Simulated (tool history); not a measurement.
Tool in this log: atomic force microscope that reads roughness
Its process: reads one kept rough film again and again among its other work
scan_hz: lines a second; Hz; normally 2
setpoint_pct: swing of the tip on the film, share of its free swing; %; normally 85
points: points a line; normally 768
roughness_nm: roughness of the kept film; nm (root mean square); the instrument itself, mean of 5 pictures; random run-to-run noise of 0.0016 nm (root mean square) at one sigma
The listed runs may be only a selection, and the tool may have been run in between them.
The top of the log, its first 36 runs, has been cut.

run,hour,scan_hz,setpoint_pct,points,pictures with this tip,hours of work since the height scale was calibrated,roughness_nm
37,1059,2,69,538,78,32,0.557
38,1083.1,2,85,397,103,47,0.523
39,1125.1,1,85,511,147,73,0.546
40,1144.9,1,85,511,168,85,0.54
41,1162.4,1,85,511,186,96,0.544
42,1206.1,0.86,82,275,231,123,0.541
43,1237.6,2,58,768,264,143,0.554
# hour 1244.4: height scale calibrated on a step standard, once more
44,1280.2,0.85,68,768,307,22,0.536
# hour 1291.4: new tip fitted
45,1310.6,0.85,68,768,20,41,0.567
46,1332.1,3.9,84,294,42,54,0.481
47,1365.1,2,85,937,76,74,0.518
48,1404.3,2.26,78,768,117,98,0.525
49,1427.2,0.86,75,300,141,112,0.545
50,1449.8,1.82,85,368,164,126,0.513
51,1471.2,1.82,85,368,187,140,0.51
52,1513.9,0.94,80,368,231,166,0.536

Alternative continuations, all from the tool just after run 52; predict every row:
A,1536.2,1.66,68,768,254,180,?
B,1536.2,2.57,68,650,254,180,?
C,1536.2,0.94,64,522,254,180,?

run,roughness_nm
A,0.536
B,0.525
C,0.543
The same runs, with their run-to-run variation unchanged, on a tool lacking any hidden condition would have given:
run,roughness_nm
A,0.56
B,0.549
C,0.568
